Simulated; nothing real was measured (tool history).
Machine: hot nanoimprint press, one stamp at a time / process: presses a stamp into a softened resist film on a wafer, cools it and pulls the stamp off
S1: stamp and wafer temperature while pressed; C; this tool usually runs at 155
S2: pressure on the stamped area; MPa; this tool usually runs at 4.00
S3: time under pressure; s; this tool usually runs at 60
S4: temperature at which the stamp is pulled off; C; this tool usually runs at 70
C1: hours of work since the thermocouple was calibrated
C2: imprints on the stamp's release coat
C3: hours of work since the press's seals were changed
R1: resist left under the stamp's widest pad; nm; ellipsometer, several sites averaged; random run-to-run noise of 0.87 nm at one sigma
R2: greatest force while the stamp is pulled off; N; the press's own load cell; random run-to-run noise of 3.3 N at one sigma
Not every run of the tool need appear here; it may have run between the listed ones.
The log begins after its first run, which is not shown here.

run,day,S1,S2,S3,S4,C1,C2,C3,R1,R2
2,0.500,155,4.00,60,70,156,72,402,122.7,174
3,0.938,155,4.00,60,70,163,106,409,122.4,182
4,1.325,159,4.00,60,70,170,136,416,106.0,176
5,1.688,159,4.00,60,70,176,164,422,105.6,176
6,2.188,159,4.00,60,70,184,203,430,106.4,172
7,2.933,159,4.00,60,70,197,261,443,107.9,177
8,3.517,155,4.00,60,66,207,307,453,123.8,191
9,4.012,155,4.00,60,70,215,345,461,124.5,175
10,4.458,155,4.00,60,70,223,380,469,123.0,182
11,4.883,155,4.00,60,55,230,414,476,123.9,228
12,5.362,155,4.00,60,55,238,451,484,123.6,231
13,5.954,155,4.00,60,55,248,497,494,123.6,230
14,6.325,155,4.00,60,55,255,526,501,125.5,227
# day 6.500: plate thermocouple calibrated
15,7.017,155,4.00,60,55,9,570,510,127.0,229
16,7.554,155,4.43,116,55,18,612,519,94.1,238
# day 7.854: plate thermocouple calibrated, once more
17,8.258,150,3.02,91,64,7,657,529,141.6,202
18,9.033,150,2.92,50,70,20,717,542,175.7,186
19,9.733,155,5.88,69,57,32,772,554,96.0,231
20,10.454,145,4.00,60,70,44,828,566,174.3,186
21,11.204,165,5.57,71,65,57,886,579,68.0,207
# day 11.629: stamp cleaned and given a new release coat
22,11.988,147,5.79,50,68,66,28,588,149.1,176

What does the tool deliver on the next run?
23,12.688,155,2.76,85,63,78,82,600,?,?

R1: 128.5 nm
R2: 194 N
If the tool had no hidden condition, the same run with the same run-to-run variation would have returned R1 124.3 nm, R2 190 N.

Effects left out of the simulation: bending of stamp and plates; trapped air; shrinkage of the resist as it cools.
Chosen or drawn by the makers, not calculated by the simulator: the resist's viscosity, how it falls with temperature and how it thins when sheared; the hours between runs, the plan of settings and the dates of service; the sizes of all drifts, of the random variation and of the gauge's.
